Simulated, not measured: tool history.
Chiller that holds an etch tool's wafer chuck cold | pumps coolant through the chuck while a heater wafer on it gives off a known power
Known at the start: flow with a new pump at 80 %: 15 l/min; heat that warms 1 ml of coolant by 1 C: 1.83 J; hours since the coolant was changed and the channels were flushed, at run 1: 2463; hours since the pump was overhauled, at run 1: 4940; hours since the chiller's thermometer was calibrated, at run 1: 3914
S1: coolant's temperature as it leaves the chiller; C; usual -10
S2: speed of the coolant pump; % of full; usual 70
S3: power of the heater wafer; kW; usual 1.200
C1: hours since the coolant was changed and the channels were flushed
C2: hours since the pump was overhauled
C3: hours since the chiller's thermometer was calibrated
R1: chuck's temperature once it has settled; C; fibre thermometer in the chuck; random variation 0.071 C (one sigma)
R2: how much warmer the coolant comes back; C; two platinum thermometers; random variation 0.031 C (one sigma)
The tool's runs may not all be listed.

{"run": 1, "hour": 0.0, "S1": -10, "S2": 70, "S3": 1.2, "C1": 2463, "C2": 4940, "C3": 3914, "R1": -1.66, "R2": 3.11}
{"run": 2, "hour": 153.5, "S1": -10, "S2": 70, "S3": 1.2, "C1": 2616, "C2": 5093, "C3": 4068, "R1": -1.82, "R2": 3.03}
{"run": 3, "hour": 268.8, "S1": -10, "S2": 70, "S3": 1.2, "C1": 2732, "C2": 5209, "C3": 4183, "R1": -1.66, "R2": 3.07}
{"run": 4, "hour": 430.0, "S1": -10, "S2": 70, "S3": 1.57, "C1": 2893, "C2": 5370, "C3": 4344, "R1": 1.07, "R2": 4.0}
{"run": 5, "hour": 568.7, "S1": -10, "S2": 92, "S3": 1.57, "C1": 3032, "C2": 5509, "C3": 4483, "R1": -1.49, "R2": 2.98}
{"run": 6, "hour": 653.8, "S1": -10, "S2": 92, "S3": 1.57, "C1": 3117, "C2": 5594, "C3": 4568, "R1": -1.37, "R2": 3.03}
{"run": 7, "hour": 754.5, "S1": -10, "S2": 96, "S3": 1.2, "C1": 3217, "C2": 5694, "C3": 4669, "R1": -3.68, "R2": 2.25}
{"hour": 776.9, "done": "chiller's thermometer calibrated"}
{"run": 8, "hour": 884.0, "S1": -10, "S2": 78, "S3": 1.2, "C1": 3346, "C2": 5823, "C3": 107, "R1": -2.36, "R2": 2.83}
{"run": 9, "hour": 963.4, "S1": -10, "S2": 78, "S3": 1.2, "C1": 3425, "C2": 5902, "C3": 187, "R1": -2.24, "R2": 2.76}
{"run": 10, "hour": 1083.6, "S1": -10, "S2": 78, "S3": 1.2, "C1": 3546, "C2": 6023, "C3": 307, "R1": -2.38, "R2": 2.75}
{"run": 11, "hour": 1193.5, "S1": -10, "S2": 78, "S3": 1.2, "C1": 3655, "C2": 6133, "C3": 417, "R1": -2.36, "R2": 2.75}
{"run": 12, "hour": 1363.9, "S1": -10, "S2": 78, "S3": 1.2, "C1": 3826, "C2": 6303, "C3": 587, "R1": -2.27, "R2": 2.8}
{"run": 13, "hour": 1455.6, "S1": -10, "S2": 78, "S3": 1.2, "C1": 3918, "C2": 6395, "C3": 679, "R1": -2.41, "R2": 2.72}
{"run": 14, "hour": 1537.9, "S1": -10, "S2": 78, "S3": 1.2, "C1": 4000, "C2": 6477, "C3": 761, "R1": -2.32, "R2": 2.76}
{"run": 15, "hour": 1705.2, "S1": -10, "S2": 78, "S3": 1.2, "C1": 4167, "C2": 6644, "C3": 928, "R1": -2.4, "R2": 2.79}
{"run": 16, "hour": 1843.5, "S1": -15, "S2": 85, "S3": 0.714, "C1": 4305, "C2": 6782, "C3": 1067, "R1": -10.83, "R2": 1.55}
{"run": 17, "hour": 2002.2, "S1": -15, "S2": 85, "S3": 0.714, "C1": 4464, "C2": 6941, "C3": 1225, "R1": -10.85, "R2": 1.59}
{"run": 18, "hour": 2148.2, "S1": -11, "S2": 99, "S3": 1.166, "C1": 4610, "C2": 7087, "C3": 1371, "R1": -4.98, "R2": 2.17}
{"run": 19, "hour": 2314.2, "S1": -11, "S2": 81, "S3": 1.205, "C1": 4776, "C2": 7253, "C3": 1537, "R1": -3.62, "R2": 2.74}
{"run": 20, "hour": 2451.2, "S1": -11, "S2": 81, "S3": 1.205, "C1": 4913, "C2": 7390, "C3": 1674, "R1": -3.58, "R2": 2.81}
{"run": 21, "hour": 2538.9, "S1": -11, "S2": 81, "S3": 1.205, "C1": 5001, "C2": 7478, "C3": 1762, "R1": -3.55, "R2": 2.79}
{"run": 22, "hour": 2618.7, "S1": -11, "S2": 76, "S3": 1.205, "C1": 5081, "C2": 7558, "C3": 1842, "R1": -3.04, "R2": 2.97}
{"run": 23, "hour": 2765.5, "S1": -11, "S2": 76, "S3": 1.205, "C1": 5227, "C2": 7705, "C3": 1989, "R1": -3.22, "R2": 2.95}
{"hour": 2864.7, "done": "coolant changed, channels flushed"}
{"run": 24, "hour": 2944.2, "S1": -11, "S2": 76, "S3": 1.205, "C1": 79, "C2": 7877, "C3": 2161, "R1": -3.1, "R2": 2.99}
{"run": 25, "hour": 3021.8, "S1": 0, "S2": 90, "S3": 0.651, "C1": 157, "C2": 7955, "C3": 2239, "R1": 3.64, "R2": 1.45}
{"hour": 3072.7, "done": "gauge calibrated"}
{"run": 26, "hour": 3186.7, "S1": 0, "S2": 90, "S3": 0.651, "C1": 322, "C2": 8120, "C3": 2404, "R1": 3.62, "R2": 1.28}
{"run": 27, "hour": 3338.5, "S1": -14, "S2": 81, "S3": 1.2, "C1": 474, "C2": 8272, "C3": 2556, "R1": -6.73, "R2": 2.63}
{"run": 28, "hour": 3425.1, "S1": -1, "S2": 69, "S3": 0.745, "C1": 560, "C2": 8358, "C3": 2642, "R1": 4.4, "R2": 1.93}
{"hour": 3494.7, "done": "coolant pump overhauled"}
{"run": 29, "hour": 3521.3, "S1": -1, "S2": 69, "S3": 0.745, "C1": 652, "C2": 27, "C3": 2733, "R1": 4.35, "R2": 1.94}
{"run": 30, "hour": 3673.7, "S1": -14, "S2": 96, "S3": 0.849, "C1": 804, "C2": 179, "C3": 2886, "R1": -9.43, "R2": 1.6}

Hidden state at the last listed run before each entry between runs and at the first one after, where it differs:
Between runs 7 and 8: chiller's thermometer calibrated (hour 776.9)
  coolant's true temperature over the reading, C: -0.01 -> 0; drift of the gauge itself on warmer_back_c, C: 0.05 -> 0.06
  measured less the result without the state, R2: +0.05 -> +0.06 C
Between runs 23 and 24: coolant changed, channels flushed (hour 2864.7)
  heat passed by the chuck's channels, % of clean ones': 99.9 -> 100; drift of the gauge itself on warmer_back_c, C: 0.17 -> 0.18
  measured less the result without the state, R2: +0.18 -> +0.19 C
Between runs 25 and 26: gauge calibrated (hour 3072.7)
  coolant's true temperature over the reading, C: 0 -> -0.01; drift of the gauge itself on warmer_back_c, C: 0.19 -> 0.01
  measured less the result without the state, R2: +0.19 -> +0.01 C
Between runs 28 and 29: coolant pump overhauled (hour 3494.7)
  flow at a given pump speed, % of a new pump's: 99.7 -> 100; drift of the gauge itself on warmer_back_c, C: 0.02 -> 0.03
  measured less the result without the state, R2: +0.03 -> +0.03 C
